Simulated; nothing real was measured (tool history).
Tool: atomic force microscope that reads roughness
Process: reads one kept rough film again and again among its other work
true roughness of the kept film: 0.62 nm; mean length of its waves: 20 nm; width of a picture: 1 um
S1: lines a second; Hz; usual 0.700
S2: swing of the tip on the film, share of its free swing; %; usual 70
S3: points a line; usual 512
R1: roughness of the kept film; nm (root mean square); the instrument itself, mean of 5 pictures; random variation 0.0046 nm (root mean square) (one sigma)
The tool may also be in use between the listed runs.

run	hour	S1	S2	S3	R1
1	0.0	0.700	70	512	0.528
2	24.3	0.700	70	512	0.512
3	46.8	0.700	70	512	0.515
4	68.3	0.700	70	544	0.509
5	88.1	0.700	70	544	0.500
6	114.0	0.700	70	544	0.552
7	127.7	0.700	70	544	0.541
8	157.9	0.700	70	544	0.539
9	187.7	0.700	70	544	0.524
10	206.0	0.700	70	512	0.511
11	229.8	3.812	70	512	0.433
12	259.7	0.700	70	512	0.506
13	272.8	0.700	70	927	0.500
14	300.9	3.567	70	927	0.472
15	314.5	0.700	70	288	0.533
16	345.4	0.700	70	288	0.526
17	363.2	1.676	70	512	0.497
18	384.3	0.700	70	512	0.522
19	415.1	0.700	70	512	0.522
20	447.6	0.700	70	940	0.501
21	472.5	0.700	61	512	0.499
22	498.3	0.700	61	512	0.562
23	526.4	0.700	61	512	0.555
24	550.8	0.700	61	512	0.539
25	578.8	0.700	61	512	0.540
26	597.5	0.700	71	512	0.523
27	617.3	2.754	87	512	0.369
28	634.3	2.754	87	512	0.379
29	656.7	2.754	87	512	0.367
30	683.7	2.197	64	358	0.465
31	710.3	2.197	77	1011	0.470
32	737.2	2.839	69	714	0.480
33	755.6	2.839	69	714	0.476
34	785.8	0.700	80	415	0.496
35	804.7	0.700	80	415	0.505
36	823.4	2.222	56	512	0.504
37	841.2	0.904	76	559	0.492
38	866.3	2.663	82	966	0.395
39	891.1	2.663	82	966	0.434
40	919.1	0.884	80	501	0.511
41	948.4	0.884	80	501	0.505
42	961.8	0.884	80	501	0.501
43	977.3	0.884	80	501	0.489
44	995.5	0.884	80	501	0.499
45	1023.0	0.700	67	540	0.502
46	1042.9	0.660	70	562	0.506
47	1056.1	0.700	62	512	0.510
48	1089.1	0.700	62	512	0.563
49	1105.1	0.700	58	317	0.550
50	1125.1	0.700	58	317	0.534
51	1143.4	3.248	56	793	0.515
52	1173.2	3.248	56	793	0.512

Not shown: 8 entries that the log had between the listed runs. Between which runs, and how does the tool's hidden state differ before and after?
Between runs 5 and 6: new tip fitted (hour 102.1)
  radius of the tip, nm: 29.3 -> 11.5; height scale over the true one, %: 0.29 -> 0.3
  measured less the result without the state, R1: -0.053 -> -0.003 nm (root mean square)
Between runs 13 and 14: new tip fitted (hour 298.4)
  radius of the tip, nm: 28.2 -> 11.4; height scale over the true one, %: 0.37 -> 0.38
  measured less the result without the state, R1: -0.051 -> -0.003 nm (root mean square)
Between runs 16 and 17: height scale calibrated on a step standard (hour 348.2)
  radius of the tip, nm: 16.5 -> 18.5; height scale over the true one, %: 0.4 -> 0.6
  measured less the result without the state, R1: -0.018 -> -0.021 nm (root mean square)
Between runs 18 and 19: height scale calibrated on a step standard, once more (hour 411.9)
  radius of the tip, nm: 20.7 -> 23.8; height scale over the true one, %: 0.61 -> 0.02
  measured less the result without the state, R1: -0.029 -> -0.041 nm (root mean square)
Between runs 21 and 22: new tip fitted (hour 496.2)
  radius of the tip, nm: 30 -> 10.6; height scale over the true one, %: 0.05 -> 0.06
  measured less the result without the state, R1: -0.057 -> -0.002 nm (root mean square)
Between runs 30 and 31: new tip fitted (hour 692.4)
  radius of the tip, nm: 30.4 -> 11.9; height scale over the true one, %: 0.14 -> 0.16
  measured less the result without the state, R1: -0.054 -> -0.004 nm (root mean square)
Between runs 38 and 39: new tip fitted (hour 887.2)
  radius of the tip, nm: 28.9 -> 10.7; height scale over the true one, %: 0.23 -> 0.24
  measured less the result without the state, R1: -0.042 -> +0.000 nm (root mean square)
Between runs 47 and 48: new tip fitted (hour 1084.6)
  radius of the tip, nm: 28.3 -> 11.1; height scale over the true one, %: 0.31 -> 0.33
  measured less the result without the state, R1: -0.052 -> -0.001 nm (root mean square)
